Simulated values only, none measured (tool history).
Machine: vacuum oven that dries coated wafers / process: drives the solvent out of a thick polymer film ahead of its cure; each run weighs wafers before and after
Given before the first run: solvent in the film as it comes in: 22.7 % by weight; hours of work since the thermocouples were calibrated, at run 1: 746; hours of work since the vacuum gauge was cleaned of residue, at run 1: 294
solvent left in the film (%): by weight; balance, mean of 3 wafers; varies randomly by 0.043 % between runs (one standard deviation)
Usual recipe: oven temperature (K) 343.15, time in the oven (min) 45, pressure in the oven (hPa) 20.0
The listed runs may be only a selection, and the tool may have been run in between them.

run	hour	oven temperature (K)	time in the oven (min)	pressure in the oven (hPa)	hours of work since the thermocouples were calibrated	hours of work since the vacuum gauge was cleaned of residue	solvent left in the film (%)
1	0.0	343.15	45	20.0	746	294	2.06
2	104.5	343.15	45	20.0	810	358	2.06
3	186.7	343.15	45	20.0	861	408	2.10
4	245.1	343.15	55	20.0	896	444	1.40
5	318.4	343.15	55	20.0	941	489	1.50
6	406.6	343.15	55	20.0	995	543	1.48
7	463.7	343.15	45	20.0	1030	578	2.18
8	535.5	343.15	45	20.0	1074	621	2.15
9	620.2	343.15	45	20.0	1126	673	2.31
10	704.1	343.15	45	20.0	1177	725	2.22
11	815.6	343.15	45	20.0	1245	793	2.27
12	905.7	343.15	58	20.0	1300	848	1.43
13	983.9	343.15	58	20.0	1348	896	1.49
14	1061.2	343.15	58	20.0	1395	943	1.49
15	1167.3	343.15	58	20.0	1460	1008	1.45
16	1274.7	343.15	58	20.0	1526	1074	1.47
17	1354.2	343.15	58	20.0	1575	1122	1.53
18	1418.7	343.15	45	10.1	1614	1162	2.27
19	1506.3	343.15	45	20.0	1668	1215	2.55
20	1609.8	343.15	45	59.1	1731	1279	3.32
# hour 1619.2: oven's thermocouples calibrated
21	1681.9	343.15	45	59.1	38	1321	2.53
22	1733.3	350.15	45	20.0	70	1353	0.60
23	1782.7	343.15	45	20.0	100	1383	1.75
24	1874.8	348.15	22	46.9	156	1439	3.79
25	1934.5	348.15	22	46.9	193	1476	3.85
26	2036.0	343.15	74	16.0	255	1538	0.61
27	2108.8	337.15	30	31.7	299	1583	6.45
28	2210.5	357.15	28	12.9	362	1645	0.54

Expected results for the next run?
29	2280.5	357.15	37	36.2	404	1688	?

{"run 29": {"solvent left in the film (%)": 0.62}}
With no hidden state in the tool, this same run would have given solvent left in the film (%) 0.56.
